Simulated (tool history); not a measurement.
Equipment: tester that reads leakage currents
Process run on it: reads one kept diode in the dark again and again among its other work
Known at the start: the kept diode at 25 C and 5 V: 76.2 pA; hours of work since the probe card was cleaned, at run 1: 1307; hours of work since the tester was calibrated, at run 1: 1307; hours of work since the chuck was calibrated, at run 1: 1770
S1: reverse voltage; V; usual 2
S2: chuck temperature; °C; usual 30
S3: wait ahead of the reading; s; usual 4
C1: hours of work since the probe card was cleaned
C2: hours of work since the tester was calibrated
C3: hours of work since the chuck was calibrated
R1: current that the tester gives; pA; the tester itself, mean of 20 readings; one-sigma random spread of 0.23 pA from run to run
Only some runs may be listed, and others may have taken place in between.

Run 1, hour 0: usual settings; C1 1307; C2 1307; C3 1770. Result: R1 83.9 pA.
Run 2, hour 157.5: usual settings; C1 1394; C2 1394; C3 1857. Result: R1 84.7 pA.
Run 3, hour 281.7: usual settings; C1 1462; C2 1462; C3 1926. Result: R1 84.5 pA.
Run 4, hour 399.7: usual settings; C1 1527; C2 1527; C3 1991. Result: R1 84.9 pA.
Run 5, hour 524.6: usual settings; C1 1596; C2 1596; C3 2060. Result: R1 85.76 pA.
Run 6, hour 618.6: usual settings; C1 1648; C2 1648; C3 2112. Result: R1 85.96 pA.
Run 7, hour 759.4: usual settings; C1 1726; C2 1726; C3 2189. Result: R1 85.68 pA.
Run 8, hour 857.9: usual settings; C1 1780; C2 1780; C3 2244. Result: R1 86.17 pA.
At hour 869.7: probe card cleaned and baked.
Run 9, hour 1013.2: usual settings; C1 79; C2 1864; C3 2328. Result: R1 87.89 pA.
Run 10, hour 1107.9: usual settings; C1 131; C2 1916; C3 2380. Result: R1 88.48 pA.
Run 11, hour 1231: usual settings but S3 3.14 s; C1 199; C2 1984; C3 2448. Result: R1 88.41 pA.
At hour 1290.4: chuck's temperature calibrated.
Run 12, hour 1325: usual settings but S3 3.14 s; C1 250; C2 2035; C3 19. Result: R1 78.78 pA.
At hour 1342.8: probe card cleaned and baked, once more.
Run 13, hour 1405: usual settings but S3 3.14 s; C1 34; C2 2077; C3 62. Result: R1 74.56 pA.
Run 14, hour 1477.3: usual settings but S1 1.11 V, S2 59 °C, S3 2.45 s; C1 74; C2 2117; C3 101. Result: R1 648.67 pA.
Run 15, hour 1585.2: usual settings but S1 12.33 V, S2 34 °C, S3 0.75 s; C1 134; C2 2177; C3 161. Result: R1 284.9 pA.
Run 16, hour 1704.4: usual settings but S1 1.91 V, S2 55 °C; C1 200; C2 2243; C3 227. Result: R1 630.55 pA.
Run 17, hour 1803.3: usual settings but S1 1.19 V, S2 35 °C; C1 254; C2 2297; C3 281. Result: R1 90.4 pA.
Run 18, hour 1936.6: usual settings but S2 43 °C; C1 328; C2 2371; C3 355. Result: R1 240.33 pA.
Run 19, hour 2092.5: usual settings but S1 10.58 V, S2 25 °C; C1 414; C2 2457; C3 441. Result: R1 116.57 pA.
Run 20, hour 2240.9: usual settings but S1 10.58 V, S2 25 °C, S3 8.43 s; C1 496; C2 2539; C3 523. Result: R1 117.89 pA.
Run 21, hour 2336.1: usual settings but S1 10.58 V, S2 25 °C, S3 8.43 s; C1 548; C2 2591; C3 575. Result: R1 118.61 pA.
Run 22, hour 2493.5: usual settings but S1 1.08 V; C1 635; C2 2678; C3 662. Result: R1 55.3 pA.
Run 23, hour 2616: usual settings but S1 1.08 V; C1 702; C2 2746; C3 730. Result: R1 55.33 pA.
Run 24, hour 2725.2: usual settings but S1 1.12 V, S2 54 °C, S3 3.51 s; C1 763; C2 2806; C3 790. Result: R1 447.88 pA.
Run 25, hour 2852.9: usual settings but S1 16.44 V, S2 50 °C, S3 7.25 s; C1 833; C2 2876; C3 860. Result: R1 1340.13 pA.
At hour 2936.6: tester calibrated.
Run 26, hour 2978.5: usual settings but S1 16.44 V, S2 50 °C, S3 7.25 s; C1 901; C2 23; C3 929. Result: R1 1378.25 pA.

Below are 3 alternative next runs, each starting from the tool's condition after run 26. Predict each:
Run A, hour 3100.1: usual settings but S1 2.55 V, S2 39 °C, S3 4.98 s; C1 968; C2 90; C3 996. Result: R1 ?.
Run B, hour 3100.1: usual settings but S2 50 °C; C1 968; C2 90; C3 996. Result: R1 ?.
Run C, hour 3100.1: usual settings but S1 4.69 V, S2 50 °C, S3 7.25 s; C1 968; C2 90; C3 996. Result: R1 ?.

run      R1
  A   203.4
  B  452.59
  C  711.55
Stripped of hidden state, with their random variation kept, the same runs would have yielded:
run      R1
  A  194.31
  B   436.4
  C  684.81
